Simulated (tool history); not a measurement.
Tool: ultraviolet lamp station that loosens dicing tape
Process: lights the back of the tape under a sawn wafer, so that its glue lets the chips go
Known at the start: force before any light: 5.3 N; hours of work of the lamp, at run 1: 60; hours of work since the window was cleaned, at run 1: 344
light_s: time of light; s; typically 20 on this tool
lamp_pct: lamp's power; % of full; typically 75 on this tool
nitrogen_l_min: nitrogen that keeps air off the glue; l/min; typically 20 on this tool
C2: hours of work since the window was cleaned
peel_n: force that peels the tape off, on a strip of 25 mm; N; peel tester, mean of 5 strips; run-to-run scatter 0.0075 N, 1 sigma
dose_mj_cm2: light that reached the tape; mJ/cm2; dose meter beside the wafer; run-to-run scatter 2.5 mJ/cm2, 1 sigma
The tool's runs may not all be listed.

run 1 day=0.000 | light_s=20 lamp_pct=75 nitrogen_l_min=20 | hours_of_work_of_the_lamp=60 C2=344 | peel_n=0.322 dose_mj_cm2=275
run 2 day=1.217 | light_s=20 lamp_pct=75 nitrogen_l_min=20 | hours_of_work_of_the_lamp=78 C2=361 | peel_n=0.335 dose_mj_cm2=275
run 3 day=2.283 | light_s=20 lamp_pct=75 nitrogen_l_min=20 | hours_of_work_of_the_lamp=93 C2=377 | peel_n=0.347 dose_mj_cm2=272
run 4 day=3.767 | light_s=20 lamp_pct=75 nitrogen_l_min=20 | hours_of_work_of_the_lamp=114 C2=398 | peel_n=0.336 dose_mj_cm2=268
run 5 day=4.979 | light_s=20 lamp_pct=75 nitrogen_l_min=20 | hours_of_work_of_the_lamp=131 C2=415 | peel_n=0.350 dose_mj_cm2=265
run 6 day=5.854 | light_s=20 lamp_pct=75 nitrogen_l_min=20 | hours_of_work_of_the_lamp=144 C2=428 | peel_n=0.337 dose_mj_cm2=264
run 7 day=6.892 | light_s=20 lamp_pct=75 nitrogen_l_min=20 | hours_of_work_of_the_lamp=159 C2=442 | peel_n=0.365 dose_mj_cm2=260
run 8 day=8.171 | light_s=20 lamp_pct=75 nitrogen_l_min=20 | hours_of_work_of_the_lamp=177 C2=461 | peel_n=0.370 dose_mj_cm2=259
run 9 day=9.671 | light_s=20 lamp_pct=75 nitrogen_l_min=20 | hours_of_work_of_the_lamp=198 C2=482 | peel_n=0.361 dose_mj_cm2=259
run 10 day=10.583 | light_s=20 lamp_pct=75 nitrogen_l_min=20 | hours_of_work_of_the_lamp=211 C2=495 | peel_n=0.369 dose_mj_cm2=258
run 11 day=11.304 | light_s=20 lamp_pct=75 nitrogen_l_min=20 | hours_of_work_of_the_lamp=222 C2=505 | peel_n=0.379 dose_mj_cm2=255
-- day=11.729 window cleaned of glue's vapour
run 12 day=12.221 | light_s=20 lamp_pct=62 nitrogen_l_min=20 | hours_of_work_of_the_lamp=234 C2=7 | peel_n=0.404 dose_mj_cm2=241
run 13 day=13.533 | light_s=20 lamp_pct=75 nitrogen_l_min=20 | hours_of_work_of_the_lamp=253 C2=26 | peel_n=0.306 dose_mj_cm2=287
run 14 day=14.846 | light_s=20 lamp_pct=75 nitrogen_l_min=20 | hours_of_work_of_the_lamp=272 C2=44 | peel_n=0.308 dose_mj_cm2=281
run 15 day=15.600 | light_s=20 lamp_pct=75 nitrogen_l_min=20 | hours_of_work_of_the_lamp=283 C2=55 | peel_n=0.307 dose_mj_cm2=282
run 16 day=16.504 | light_s=20 lamp_pct=75 nitrogen_l_min=20 | hours_of_work_of_the_lamp=295 C2=68 | peel_n=0.312 dose_mj_cm2=282
run 17 day=17.888 | light_s=20 lamp_pct=75 nitrogen_l_min=20 | hours_of_work_of_the_lamp=315 C2=88 | peel_n=0.328 dose_mj_cm2=281
run 18 day=18.971 | light_s=33 lamp_pct=65 nitrogen_l_min=6 | hours_of_work_of_the_lamp=331 C2=103 | peel_n=0.321 dose_mj_cm2=394
run 19 day=20.288 | light_s=14 lamp_pct=82 nitrogen_l_min=20 | hours_of_work_of_the_lamp=349 C2=122 | peel_n=0.499 dose_mj_cm2=206
run 20 day=21.204 | light_s=14 lamp_pct=87 nitrogen_l_min=20 | hours_of_work_of_the_lamp=362 C2=135 | peel_n=0.464 dose_mj_cm2=220
run 21 day=22.442 | light_s=33 lamp_pct=83 nitrogen_l_min=20 | hours_of_work_of_the_lamp=380 C2=153 | peel_n=0.199 dose_mj_cm2=497
run 22 day=23.396 | light_s=29 lamp_pct=83 nitrogen_l_min=20 | hours_of_work_of_the_lamp=394 C2=166 | peel_n=0.216 dose_mj_cm2=432
run 23 day=24.388 | light_s=23 lamp_pct=70 nitrogen_l_min=27 | hours_of_work_of_the_lamp=408 C2=181 | peel_n=0.281 dose_mj_cm2=287
run 24 day=25.767 | light_s=23 lamp_pct=70 nitrogen_l_min=27 | hours_of_work_of_the_lamp=428 C2=200 | peel_n=0.283 dose_mj_cm2=287
run 25 day=26.450 | light_s=20 lamp_pct=98 nitrogen_l_min=20 | hours_of_work_of_the_lamp=437 C2=210 | peel_n=0.246 dose_mj_cm2=342
run 26 day=27.575 | light_s=22 lamp_pct=79 nitrogen_l_min=20 | hours_of_work_of_the_lamp=453 C2=226 | peel_n=0.301 dose_mj_cm2=300
run 27 day=28.954 | light_s=29 lamp_pct=77 nitrogen_l_min=9 | hours_of_work_of_the_lamp=473 C2=246 | peel_n=0.290 dose_mj_cm2=385
run 28 day=29.725 | light_s=20 lamp_pct=75 nitrogen_l_min=10 | hours_of_work_of_the_lamp=484 C2=257 | peel_n=0.521 dose_mj_cm2=258
run 29 day=30.600 | light_s=16 lamp_pct=64 nitrogen_l_min=11 | hours_of_work_of_the_lamp=497 C2=269 | peel_n=0.919 dose_mj_cm2=172
run 30 day=32.129 | light_s=13 lamp_pct=64 nitrogen_l_min=11 | hours_of_work_of_the_lamp=518 C2=291 | peel_n=1.330 dose_mj_cm2=140
run 31 day=33.208 | light_s=13 lamp_pct=64 nitrogen_l_min=11 | hours_of_work_of_the_lamp=534 C2=306 | peel_n=1.282 dose_mj_cm2=138
run 32 day=34.154 | light_s=13 lamp_pct=64 nitrogen_l_min=11 | hours_of_work_of_the_lamp=547 C2=320 | peel_n=1.307 dose_mj_cm2=134
run 33 day=35.396 | light_s=25 lamp_pct=75 nitrogen_l_min=20 | hours_of_work_of_the_lamp=565 C2=338 | peel_n=0.290 dose_mj_cm2=302

Below are 5 alternative next runs, each starting from the tool's condition after run 33. Predict each:
run A day=36.875 | light_s=20 lamp_pct=61 nitrogen_l_min=20 | hours_of_work_of_the_lamp=586 C2=359 | peel_n=? dose_mj_cm2=?
run B day=36.875 | light_s=22 lamp_pct=75 nitrogen_l_min=20 | hours_of_work_of_the_lamp=586 C2=359 | peel_n=? dose_mj_cm2=?
run C day=36.875 | light_s=15 lamp_pct=67 nitrogen_l_min=6 | hours_of_work_of_the_lamp=586 C2=359 | peel_n=? dose_mj_cm2=?
run D day=36.875 | light_s=20 lamp_pct=75 nitrogen_l_min=31 | hours_of_work_of_the_lamp=586 C2=359 | peel_n=? dose_mj_cm2=?
run E day=36.875 | light_s=37 lamp_pct=75 nitrogen_l_min=15 | hours_of_work_of_the_lamp=586 C2=359 | peel_n=? dose_mj_cm2=?

run=A peel_n=0.588 dose_mj_cm2=196
run=B peel_n=0.342 dose_mj_cm2=269
run=C peel_n=1.337 dose_mj_cm2=163
run=D peel_n=0.342 dose_mj_cm2=243
run=E peel_n=0.215 dose_mj_cm2=449
With no hidden state in the tool, these same runs would have given:
run=A peel_n=0.393 dose_mj_cm2=249
run=B peel_n=0.250 dose_mj_cm2=341
run=C peel_n=0.959 dose_mj_cm2=206
run=D peel_n=0.252 dose_mj_cm2=308
run=E peel_n=0.198 dose_mj_cm2=569
